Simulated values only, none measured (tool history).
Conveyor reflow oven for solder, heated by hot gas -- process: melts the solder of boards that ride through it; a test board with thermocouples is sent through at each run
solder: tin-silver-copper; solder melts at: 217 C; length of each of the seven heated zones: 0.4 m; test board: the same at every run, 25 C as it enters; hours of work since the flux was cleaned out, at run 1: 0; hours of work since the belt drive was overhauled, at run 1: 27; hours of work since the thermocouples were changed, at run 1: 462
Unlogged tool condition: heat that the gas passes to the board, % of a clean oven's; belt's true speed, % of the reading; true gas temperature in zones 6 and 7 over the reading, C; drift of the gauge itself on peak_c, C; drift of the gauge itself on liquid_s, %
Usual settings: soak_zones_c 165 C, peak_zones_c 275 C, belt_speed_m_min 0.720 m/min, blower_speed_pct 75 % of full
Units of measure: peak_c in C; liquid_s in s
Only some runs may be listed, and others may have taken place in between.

run,hour,soak_zones_c,peak_zones_c,belt_speed_m_min,blower_speed_pct,hours of work since the flux was cleaned out,hours of work since the belt drive was overhauled,hours of work since the thermocouples were changed,peak_c,liquid_s
1,0.0,165,275,0.720,75,0,27,462,256.9,49.5
2,17.9,165,275,0.720,75,8,36,471,256.7,50.1
3,31.4,165,275,0.720,54,15,42,477,247.7,42.9
4,39.6,165,275,0.720,54,19,46,481,247.6,42.8
5,54.2,165,275,0.720,54,26,53,488,248.5,43.2
6,70.4,165,275,0.720,54,33,60,495,247.9,42.2
7,86.3,165,275,0.778,54,41,68,503,244.4,35.9
8,95.8,165,275,0.710,75,45,72,507,257.2,50.6
9,114.7,165,275,0.710,75,54,81,516,257.4,50.9
10,130.7,165,275,0.710,75,62,89,524,256.7,51.7
11,150.0,165,275,0.710,84,71,98,533,259.5,52.6
12,166.8,165,275,0.710,84,79,106,541,260.2,52.7
13,175.8,164,275,0.688,52,83,110,545,248.1,44.9
14,194.4,165,283,0.595,72,92,119,554,269.3,67.8
15,211.2,160,289,0.787,63,100,127,562,257.7,44.2
16,227.4,164,289,0.787,68,107,135,570,260.8,46.9
17,240.1,158,289,0.672,79,114,141,576,270.7,59.1
18,251.2,158,289,0.672,79,119,146,581,271.3,58.9
19,266.5,165,266,0.720,75,126,153,588,247.7,45.1
20,280.4,165,264,0.732,75,133,160,595,244.6,42.2
21,294.8,167,267,0.820,80,139,167,602,246.1,37.7
22,313.0,165,275,0.747,75,148,175,610,254.7,46.6
23,325.5,165,275,0.747,75,154,181,616,254.5,46.4
24,334.9,165,275,0.639,61,158,185,620,254.4,54.6

4 ways to go on from here, each from the tool as it stands after run 24. What would each give?
A,349.8,161,275,0.770,75,165,193,628,?,?
B,349.8,165,273,0.639,71,165,193,628,?,?
C,349.8,168,277,0.720,75,165,193,628,?,?
D,349.8,179,275,0.720,54,165,193,628,?,?

run,peak_c,liquid_s
A,251.9,42.3
B,257.3,56.2
C,258.0,51.3
D,250.8,48.2
Had the tool no hidden state, the same runs would have come out as:
run,peak_c,liquid_s
A,254.6,43.9
B,259.7,57.7
C,260.5,52.6
D,253.0,49.8
